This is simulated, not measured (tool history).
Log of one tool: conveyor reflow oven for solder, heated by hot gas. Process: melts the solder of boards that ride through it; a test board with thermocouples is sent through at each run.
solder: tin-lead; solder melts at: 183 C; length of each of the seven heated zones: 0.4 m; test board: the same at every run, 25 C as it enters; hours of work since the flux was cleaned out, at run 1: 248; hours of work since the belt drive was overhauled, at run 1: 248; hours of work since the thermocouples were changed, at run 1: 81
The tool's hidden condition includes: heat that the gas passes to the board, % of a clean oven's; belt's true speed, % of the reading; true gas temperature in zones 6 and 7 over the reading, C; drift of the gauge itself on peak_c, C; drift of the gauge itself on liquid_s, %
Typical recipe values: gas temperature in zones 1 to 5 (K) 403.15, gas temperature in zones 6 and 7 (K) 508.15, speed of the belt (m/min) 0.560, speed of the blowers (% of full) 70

run,hour,gas temperature in zones 1 to 5 (K),gas temperature in zones 6 and 7 (K),speed of the belt (m/min),speed of the blowers (% of full),hours of work since the flux was cleaned out,hours of work since the belt drive was overhauled,hours of work since the thermocouples were changed,highest temperature of the board (K),time above the solder's melting point (s)
1,0.0,403.15,508.15,0.560,70,248,248,81,494.95,66.23
2,22.7,403.15,508.15,0.560,70,262,262,96,494.86,66.22
# hour 49.0: flux residue cleaned out of gas plates and filters
3,61.4,403.15,508.15,0.560,70,8,284,117,495.56,66.97
4,80.4,403.15,508.15,0.560,70,20,296,130,495.44,66.96
5,105.5,403.15,508.15,0.560,70,36,312,146,495.55,66.88
6,142.1,403.15,518.15,0.560,70,60,336,169,504.52,72.79
7,164.6,403.15,508.15,0.560,70,74,350,183,495.28,66.81
8,201.5,391.15,508.15,0.560,70,98,374,207,493.54,61.70
9,227.1,403.15,508.15,0.560,70,114,390,223,495.27,66.69
10,260.4,416.15,508.15,0.560,70,135,411,245,496.72,72.67
11,302.7,402.15,496.15,0.563,57,162,438,272,481.47,53.01
12,333.4,405.15,508.15,0.459,70,182,458,292,500.01,87.89
13,351.4,405.15,508.15,0.459,70,194,470,303,499.95,87.86
14,384.3,401.15,508.15,0.560,55,215,491,324,491.57,62.55
15,413.9,403.15,511.15,0.560,51,234,510,343,493.60,64.67
16,436.2,408.15,508.15,0.560,56,248,524,357,492.63,66.10
17,474.8,408.15,508.15,0.560,56,273,549,382,492.65,66.12
# hour 486.0: flux residue cleaned out of gas plates and filters
18,514.3,394.15,499.15,0.562,70,18,571,404,485.73,56.07
19,556.0,395.15,508.15,0.513,76,45,597,431,497.43,73.18

Each row is a separate what-if for the run after 19, all from the same tool condition, not one after another. Results?
A,585.8,413.15,508.15,0.513,76,64,616,450,?,?
B,585.8,395.15,510.15,0.513,88,64,616,450,?,?
C,585.8,395.15,521.15,0.513,64,64,616,450,?,?
D,585.8,395.15,508.15,0.513,50,64,616,450,?,?

run,highest temperature of the board (K),time above the solder's melting point (s)
A,499.00,80.69
B,500.64,75.91
C,507.72,79.52
D,492.81,67.90
Stripped of hidden state, with their random variation kept, the same runs would have yielded:
run,highest temperature of the board (K),time above the solder's melting point (s)
A,499.30,79.98
B,500.96,75.27
C,507.97,78.78
D,493.01,67.28
